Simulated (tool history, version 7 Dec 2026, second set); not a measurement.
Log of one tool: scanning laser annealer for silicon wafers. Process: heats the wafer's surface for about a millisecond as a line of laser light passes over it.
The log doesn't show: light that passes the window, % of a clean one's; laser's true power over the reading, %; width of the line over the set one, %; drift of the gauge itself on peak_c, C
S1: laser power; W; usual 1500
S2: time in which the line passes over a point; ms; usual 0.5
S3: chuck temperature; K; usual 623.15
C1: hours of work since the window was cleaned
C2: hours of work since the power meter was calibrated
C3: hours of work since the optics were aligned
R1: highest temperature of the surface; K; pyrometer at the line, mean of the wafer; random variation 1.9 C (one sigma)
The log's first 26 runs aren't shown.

| run | hour | S1 | S2 | S3 | C1 | C2 | C3 | R1 |
|---|---|---|---|---|---|---|---|---|
| 27 | 223.9 | 1350 | 0.463 | 621.15 | 143 | 224 | 646 | 1327.15 |
| 28 | 235.6 | 1514 | 0.399 | 631.15 | 151 | 232 | 654 | 1352.15 |
| 29 | 244.1 | 1466 | 0.5 | 623.15 | 157 | 238 | 660 | 1415.15 |
| 30 | 253.5 | 1503 | 0.427 | 623.15 | 163 | 244 | 666 | 1364.15 |
| 31 | 258.4 | 1500 | 0.589 | 630.15 | 166 | 247 | 669 | 1513.15 |
| 32 | 268.8 | 1459 | 0.503 | 652.15 | 173 | 254 | 676 | 1443.15 |
| 33 | 279.1 | 1459 | 0.503 | 652.15 | 180 | 261 | 683 | 1443.15 |
| 34 | 289.6 | 1459 | 0.503 | 623.15 | 187 | 268 | 690 | 1412.15 |
| 35 | 298.3 | 1459 | 0.503 | 623.15 | 193 | 274 | 696 | 1413.15 |
| 36 | 307.6 | 1311 | 0.5 | 634.15 | 199 | 280 | 702 | 1347.15 |
| 37 | 319.3 | 1629 | 0.398 | 602.15 | 207 | 288 | 710 | 1371.15 |
| 38 | 326.7 | 1500 | 0.566 | 653.15 | 212 | 293 | 715 | 1511.15 |
| 39 | 332.2 | 1385 | 0.571 | 642.15 | 215 | 296 | 718 | 1444.15 |
| 40 | 337 | 1385 | 0.571 | 642.15 | 218 | 299 | 721 | 1446.15 |

3 ways to go on from here, each from the tool as it stands after run 40. What would each give?
| A | 343.8 | 1342 | 0.549 | 623.15 | 223 | 304 | 726 | ? |
| B | 343.8 | 1356 | 0.585 | 660.15 | 223 | 304 | 726 | ? |
| C | 343.8 | 1314 | 0.42 | 648.15 | 223 | 304 | 726 | ? |

| run | R1 |
|---|---|
| A | 1390.15 |
| B | 1457.15 |
| C | 1300.15 |
Without the tool's hidden state the same runs would have given:
| run | R1 |
|---|---|
| A | 1405.15 |
| B | 1472.15 |
| C | 1313.15 |
